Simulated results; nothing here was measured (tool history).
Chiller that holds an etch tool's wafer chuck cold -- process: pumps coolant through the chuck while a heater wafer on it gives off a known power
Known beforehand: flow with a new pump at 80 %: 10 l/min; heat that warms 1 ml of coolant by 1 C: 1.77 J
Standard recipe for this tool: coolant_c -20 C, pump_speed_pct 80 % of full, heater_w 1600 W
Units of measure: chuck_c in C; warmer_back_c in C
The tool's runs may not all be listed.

run   hour  coolant_c  pump_speed_pct  heater_w  chuck_c  warmer_back_c
  1      0        -20              80      1600     -2.5           5.47
  2   57.4        -20              80      1600     -2.3           5.45
  3  121.8        -20              80      1600     -2.4           5.49
  4  159.4        -20              75      1600     -1.5           5.87
  5  199.1        -20              75      1600     -1.6           5.84
  6  232.3        -20              75      1600     -1.5           5.94
  7  287.7        -20              75      1600     -1.3            5.9
  8  340.6        -20              75      1600     -1.6           5.85
     347.9  -- chiller's thermometer calibrated
  9    377        -29              87       914    -19.5           2.89
 10  448.1        -29              87       914    -19.6           2.87

The next listed run, before its measurement:
 11  496.3        -23              90       914        ?              ?

chuck_c: -14 C
warmer_back_c: 2.84 C
With the hidden condition absent and the run-to-run variation left alone, this run would have shown chuck_c -14.4 C, warmer_back_c 2.79 C.

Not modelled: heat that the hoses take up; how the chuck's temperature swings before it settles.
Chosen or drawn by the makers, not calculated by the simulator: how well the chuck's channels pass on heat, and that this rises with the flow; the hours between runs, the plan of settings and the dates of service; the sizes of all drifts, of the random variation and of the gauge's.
